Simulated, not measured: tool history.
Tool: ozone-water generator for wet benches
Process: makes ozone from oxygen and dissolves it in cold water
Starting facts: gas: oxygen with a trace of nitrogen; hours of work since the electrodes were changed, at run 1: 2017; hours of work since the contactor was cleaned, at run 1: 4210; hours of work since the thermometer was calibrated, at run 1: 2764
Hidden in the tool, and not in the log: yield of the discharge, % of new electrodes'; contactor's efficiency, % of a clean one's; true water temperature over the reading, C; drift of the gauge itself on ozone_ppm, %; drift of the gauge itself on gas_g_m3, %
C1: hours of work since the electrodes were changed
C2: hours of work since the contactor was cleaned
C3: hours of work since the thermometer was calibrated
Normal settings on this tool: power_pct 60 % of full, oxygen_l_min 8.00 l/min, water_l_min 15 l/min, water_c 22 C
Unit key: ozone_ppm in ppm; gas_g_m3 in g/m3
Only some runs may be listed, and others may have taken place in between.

run 1 day=0.000 | power_pct=60 oxygen_l_min=8.00 water_l_min=15 water_c=22 | C1=2017 C2=4210 C3=2764 | ozone_ppm=26.9 gas_g_m3=192.9
run 2 day=6.371 | power_pct=60 oxygen_l_min=8.00 water_l_min=15 water_c=22 | C1=2143 C2=4336 C3=2889 | ozone_ppm=26.6 gas_g_m3=192.4
run 3 day=10.346 | power_pct=60 oxygen_l_min=8.00 water_l_min=15 water_c=22 | C1=2221 C2=4414 C3=2968 | ozone_ppm=26.8 gas_g_m3=192.4
run 4 day=16.500 | power_pct=60 oxygen_l_min=8.00 water_l_min=20 water_c=22 | C1=2342 C2=4536 C3=3089 | ozone_ppm=21.4 gas_g_m3=192.5
run 5 day=21.433 | power_pct=41 oxygen_l_min=8.00 water_l_min=15 water_c=22 | C1=2440 C2=4633 C3=3186 | ozone_ppm=21.6 gas_g_m3=153.9
run 6 day=28.112 | power_pct=60 oxygen_l_min=8.00 water_l_min=15 water_c=17 | C1=2571 C2=4765 C3=3318 | ozone_ppm=29.4 gas_g_m3=189.7
run 7 day=32.188 | power_pct=60 oxygen_l_min=8.00 water_l_min=15 water_c=22 | C1=2652 C2=4845 C3=3398 | ozone_ppm=26.8 gas_g_m3=191.5
run 8 day=35.371 | power_pct=60 oxygen_l_min=8.00 water_l_min=15 water_c=22 | C1=2714 C2=4908 C3=3461 | ozone_ppm=27.0 gas_g_m3=191.2
run 9 day=40.612 | power_pct=60 oxygen_l_min=8.00 water_l_min=15 water_c=22 | C1=2818 C2=5011 C3=3564 | ozone_ppm=26.7 gas_g_m3=192.2
run 10 day=46.825 | power_pct=60 oxygen_l_min=8.00 water_l_min=15 water_c=22 | C1=2940 C2=5133 C3=3687 | ozone_ppm=26.8 gas_g_m3=189.0
run 11 day=52.500 | power_pct=60 oxygen_l_min=6.77 water_l_min=15 water_c=22 | C1=3052 C2=5245 C3=3799 | ozone_ppm=27.7 gas_g_m3=208.3
run 12 day=58.479 | power_pct=63 oxygen_l_min=6.77 water_l_min=15 water_c=22 | C1=3170 C2=5363 C3=3917 | ozone_ppm=28.7 gas_g_m3=215.0
run 13 day=62.896 | power_pct=63 oxygen_l_min=6.77 water_l_min=15 water_c=22 | C1=3257 C2=5450 C3=4004 | ozone_ppm=28.8 gas_g_m3=214.3
run 14 day=65.958 | power_pct=60 oxygen_l_min=8.00 water_l_min=15 water_c=22 | C1=3317 C2=5511 C3=4064 | ozone_ppm=26.8 gas_g_m3=189.6
run 15 day=70.088 | power_pct=60 oxygen_l_min=8.00 water_l_min=15 water_c=22 | C1=3399 C2=5592 C3=4146 | ozone_ppm=26.5 gas_g_m3=192.0
run 16 day=75.562 | power_pct=60 oxygen_l_min=8.00 water_l_min=15 water_c=22 | C1=3507 C2=5700 C3=4254 | ozone_ppm=26.8 gas_g_m3=189.4
-- day=81.762 water thermometer calibrated
run 17 day=81.762 | power_pct=60 oxygen_l_min=8.00 water_l_min=15 water_c=22 | C1=3629 C2=5822 C3=0 | ozone_ppm=26.7 gas_g_m3=187.5
run 18 day=86.212 | power_pct=60 oxygen_l_min=8.00 water_l_min=15 water_c=22 | C1=3716 C2=5910 C3=88 | ozone_ppm=26.7 gas_g_m3=189.9
run 19 day=91.262 | power_pct=60 oxygen_l_min=8.00 water_l_min=15 water_c=25 | C1=3816 C2=6009 C3=187 | ozone_ppm=25.3 gas_g_m3=187.0
run 20 day=94.579 | power_pct=60 oxygen_l_min=8.00 water_l_min=15 water_c=25 | C1=3881 C2=6075 C3=253 | ozone_ppm=25.0 gas_g_m3=189.0
run 21 day=99.417 | power_pct=89 oxygen_l_min=4.41 water_l_min=9 water_c=15 | C1=3977 C2=6170 C3=348 | ozone_ppm=61.2 gas_g_m3=330.4
run 22 day=104.746 | power_pct=60 oxygen_l_min=8.00 water_l_min=11 water_c=22 | C1=4082 C2=6275 C3=453 | ozone_ppm=32.6 gas_g_m3=188.4
run 23 day=109.204 | power_pct=60 oxygen_l_min=8.00 water_l_min=12 water_c=22 | C1=4170 C2=6363 C3=541 | ozone_ppm=30.7 gas_g_m3=186.8
-- day=111.579 gauge calibrated
run 24 day=112.404 | power_pct=60 oxygen_l_min=4.69 water_l_min=10 water_c=22 | C1=4233 C2=6426 C3=604 | ozone_ppm=39.4 gas_g_m3=260.5
run 25 day=117.529 | power_pct=40 oxygen_l_min=4.73 water_l_min=10 water_c=22 | C1=4334 C2=6527 C3=705 | ozone_ppm=31.0 gas_g_m3=207.2
run 26 day=123.200 | power_pct=76 oxygen_l_min=9.24 water_l_min=12 water_c=21 | C1=4446 C2=6639 C3=817 | ozone_ppm=34.7 gas_g_m3=202.8
run 27 day=129.771 | power_pct=76 oxygen_l_min=13.94 water_l_min=15 water_c=21 | C1=4575 C2=6768 C3=947 | ozone_ppm=26.7 gas_g_m3=158.6
run 28 day=135.783 | power_pct=76 oxygen_l_min=6.61 water_l_min=14 water_c=21 | C1=4694 C2=6887 C3=1065 | ozone_ppm=34.1 gas_g_m3=244.8
run 29 day=139.733 | power_pct=57 oxygen_l_min=7.01 water_l_min=19 water_c=21 | C1=4772 C2=6965 C3=1143 | ozone_ppm=22.8 gas_g_m3=200.7
run 30 day=142.983 | power_pct=57 oxygen_l_min=7.01 water_l_min=19 water_c=21 | C1=4836 C2=7029 C3=1207 | ozone_ppm=22.7 gas_g_m3=199.8
run 31 day=146.612 | power_pct=60 oxygen_l_min=8.00 water_l_min=15 water_c=23 | C1=4907 C2=7101 C3=1279 | ozone_ppm=25.9 gas_g_m3=192.6
run 32 day=152.667 | power_pct=60 oxygen_l_min=8.00 water_l_min=15 water_c=23 | C1=5027 C2=7220 C3=1398 | ozone_ppm=26.2 gas_g_m3=192.6
run 33 day=155.654 | power_pct=41 oxygen_l_min=6.71 water_l_min=15 water_c=14 | C1=5086 C2=7279 C3=1457 | ozone_ppm=26.3 gas_g_m3=171.2

Consider 4 possible next runs. They are alternatives, not a sequence: every one starts from the tool as it was left by run 33. What does each give?
run A day=160.312 | power_pct=79 oxygen_l_min=6.71 water_l_min=15 water_c=26 | C1=5177 C2=7371 C3=1549 | ozone_ppm=? gas_g_m3=?
run B day=160.312 | power_pct=41 oxygen_l_min=7.10 water_l_min=13 water_c=16 | C1=5177 C2=7371 C3=1549 | ozone_ppm=? gas_g_m3=?
run C day=160.312 | power_pct=64 oxygen_l_min=8.36 water_l_min=15 water_c=22 | C1=5177 C2=7371 C3=1549 | ozone_ppm=? gas_g_m3=?
run D day=160.312 | power_pct=97 oxygen_l_min=8.53 water_l_min=15 water_c=18 | C1=5177 C2=7371 C3=1549 | ozone_ppm=? gas_g_m3=?

run=A ozone_ppm=30.0 gas_g_m3=247.3
run=B ozone_ppm=27.5 gas_g_m3=164.4
run=C ozone_ppm=27.6 gas_g_m3=194.4
run=D ozone_ppm=37.5 gas_g_m3=242.6
Take away the tool's hidden state, keep each run's random variation, and the runs would have read:
run=A ozone_ppm=30.0 gas_g_m3=250.8
run=B ozone_ppm=27.6 gas_g_m3=166.6
run=C ozone_ppm=27.7 gas_g_m3=197.1
run=D ozone_ppm=37.6 gas_g_m3=246.1
